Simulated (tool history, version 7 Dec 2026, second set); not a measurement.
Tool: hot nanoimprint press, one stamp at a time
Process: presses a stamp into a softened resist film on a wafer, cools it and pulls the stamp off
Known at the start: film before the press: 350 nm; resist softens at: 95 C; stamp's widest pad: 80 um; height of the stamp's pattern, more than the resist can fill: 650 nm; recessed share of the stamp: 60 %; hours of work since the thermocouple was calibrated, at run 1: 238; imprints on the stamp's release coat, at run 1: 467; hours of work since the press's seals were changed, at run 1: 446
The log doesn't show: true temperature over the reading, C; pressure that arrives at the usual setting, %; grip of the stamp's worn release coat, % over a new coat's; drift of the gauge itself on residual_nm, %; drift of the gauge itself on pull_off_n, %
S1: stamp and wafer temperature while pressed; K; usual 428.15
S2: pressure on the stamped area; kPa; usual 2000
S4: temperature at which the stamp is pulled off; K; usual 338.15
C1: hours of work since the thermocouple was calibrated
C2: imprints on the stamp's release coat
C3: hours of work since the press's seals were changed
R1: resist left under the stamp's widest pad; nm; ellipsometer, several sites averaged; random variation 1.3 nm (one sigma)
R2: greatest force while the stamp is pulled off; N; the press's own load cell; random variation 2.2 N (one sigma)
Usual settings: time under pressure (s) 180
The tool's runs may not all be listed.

run 1 hour=0.0 | S1=428.15 S2=2000 time_under_pressure_(s)=180 S4=338.15 | C1=238 C2=467 C3=446 | R1=209.5 R2=112
run 2 hour=17.9 | S1=428.15 S2=2000 time_under_pressure_(s)=180 S4=338.15 | C1=252 C2=560 C3=459 | R1=209.2 R2=118
run 3 hour=28.2 | S1=428.15 S2=2000 time_under_pressure_(s)=180 S4=338.15 | C1=259 C2=614 C3=467 | R1=206.2 R2=120
run 4 hour=45.3 | S1=428.15 S2=2000 time_under_pressure_(s)=180 S4=338.15 | C1=272 C2=703 C3=480 | R1=210.8 R2=120
run 5 hour=60.4 | S1=428.15 S2=2000 time_under_pressure_(s)=180 S4=338.15 | C1=284 C2=782 C3=491 | R1=210.8 R2=125
run 6 hour=75.4 | S1=428.15 S2=2000 time_under_pressure_(s)=341 S4=338.15 | C1=295 C2=861 C3=502 | R1=172.4 R2=128
run 7 hour=88.3 | S1=428.15 S2=2000 time_under_pressure_(s)=341 S4=338.15 | C1=304 C2=928 C3=512 | R1=173.6 R2=126
run 8 hour=104.6 | S1=428.15 S2=2000 time_under_pressure_(s)=341 S4=338.15 | C1=317 C2=1013 C3=524 | R1=170.4 R2=133
run 9 hour=118.8 | S1=428.15 S2=2000 time_under_pressure_(s)=341 S4=338.15 | C1=327 C2=1088 C3=535 | R1=173.0 R2=134
run 10 hour=134.0 | S1=428.15 S2=2000 time_under_pressure_(s)=180 S4=330.15 | C1=339 C2=1167 C3=546 | R1=210.5 R2=161
run 11 hour=151.6 | S1=428.15 S2=2000 time_under_pressure_(s)=180 S4=330.15 | C1=352 C2=1259 C3=559 | R1=211.3 R2=165
-- hour=161.5 stamp cleaned and given a new release coat
run 12 hour=167.0 | S1=428.15 S2=2000 time_under_pressure_(s)=180 S4=330.15 | C1=359 C2=29 C3=566 | R1=212.9 R2=118
run 13 hour=174.8 | S1=428.15 S2=2000 time_under_pressure_(s)=180 S4=330.15 | C1=365 C2=69 C3=572 | R1=211.7 R2=122
run 14 hour=192.0 | S1=428.15 S2=2000 time_under_pressure_(s)=104 S4=338.15 | C1=378 C2=159 C3=585 | R1=243.5 R2=105
run 15 hour=210.0 | S1=428.15 S2=2000 time_under_pressure_(s)=104 S4=338.15 | C1=391 C2=253 C3=599 | R1=244.0 R2=108
run 16 hour=226.5 | S1=439.15 S2=2980 time_under_pressure_(s)=345 S4=325.15 | C1=403 C2=340 C3=611 | R1=76.2 R2=147
run 17 hour=238.9 | S1=439.15 S2=2980 time_under_pressure_(s)=345 S4=325.15 | C1=413 C2=405 C3=620 | R1=79.0 R2=143
run 18 hour=254.9 | S1=428.15 S2=1380 time_under_pressure_(s)=147 S4=338.15 | C1=425 C2=488 C3=632 | R1=257.9 R2=117
run 19 hour=263.7 | S1=428.15 S2=2620 time_under_pressure_(s)=180 S4=338.15 | C1=431 C2=534 C3=639 | R1=189.9 R2=118
run 20 hour=278.5 | S1=428.15 S2=2740 time_under_pressure_(s)=124 S4=344.15 | C1=442 C2=611 C3=650 | R1=207.9 R2=99
-- hour=282.7 plate thermocouple calibrated
run 21 hour=295.7 | S1=428.15 S2=2740 time_under_pressure_(s)=124 S4=344.15 | C1=10 C2=686 C3=660 | R1=199.6 R2=100
run 22 hour=311.7 | S1=428.15 S2=2740 time_under_pressure_(s)=124 S4=344.15 | C1=22 C2=769 C3=672 | R1=199.3 R2=102
run 23 hour=319.7 | S1=428.15 S2=2370 time_under_pressure_(s)=310 S4=338.15 | C1=28 C2=811 C3=678 | R1=163.2 R2=118
run 24 hour=331.8 | S1=428.15 S2=2370 time_under_pressure_(s)=310 S4=338.15 | C1=37 C2=874 C3=687 | R1=158.9 R2=125
run 25 hour=342.8 | S1=428.15 S2=2370 time_under_pressure_(s)=310 S4=338.15 | C1=45 C2=932 C3=696 | R1=159.6 R2=127
run 26 hour=351.0 | S1=428.15 S2=2000 time_under_pressure_(s)=203 S4=329.15 | C1=51 C2=975 C3=702 | R1=201.1 R2=154
run 27 hour=366.6 | S1=427.15 S2=2680 time_under_pressure_(s)=266 S4=324.15 | C1=63 C2=1056 C3=714 | R1=169.4 R2=178
run 28 hour=374.1 | S1=428.15 S2=2940 time_under_pressure_(s)=180 S4=327.15 | C1=68 C2=1096 C3=719 | R1=173.8 R2=173
run 29 hour=392.5 | S1=428.15 S2=1260 time_under_pressure_(s)=256 S4=338.15 | C1=82 C2=1192 C3=733 | R1=227.6 R2=137
run 30 hour=402.7 | S1=427.15 S2=2720 time_under_pressure_(s)=180 S4=338.15 | C1=90 C2=1245 C3=741 | R1=187.5 R2=139

4 ways to go on from here, each from the tool as it stands after run 30. What would each give?
-- hour=415.8 stamp cleaned and given a new release coat
run A hour=421.8 | S1=430.15 S2=2720 time_under_pressure_(s)=180 S4=338.15 | C1=100 C2=32 C3=750 | R1=? R2=?
-- hour=415.8 stamp cleaned and given a new release coat
run B hour=421.8 | S1=433.15 S2=2910 time_under_pressure_(s)=109 S4=338.15 | C1=100 C2=32 C3=750 | R1=? R2=?
-- hour=415.8 stamp cleaned and given a new release coat
run C hour=421.8 | S1=427.15 S2=2880 time_under_pressure_(s)=180 S4=338.15 | C1=100 C2=32 C3=750 | R1=? R2=?
-- hour=415.8 stamp cleaned and given a new release coat
run D hour=421.8 | S1=427.15 S2=2030 time_under_pressure_(s)=100 S4=329.15 | C1=100 C2=32 C3=750 | R1=? R2=?

run=A R1=162.5 R2=98
run=B R1=162.6 R2=101
run=C R1=186.1 R2=95
run=D R1=249.1 R2=122
Without the tool's hidden state the same runs would have given:
run=A R1=156.0 R2=97
run=B R1=155.7 R2=100
run=C R1=178.7 R2=94
run=D R1=243.6 R2=121
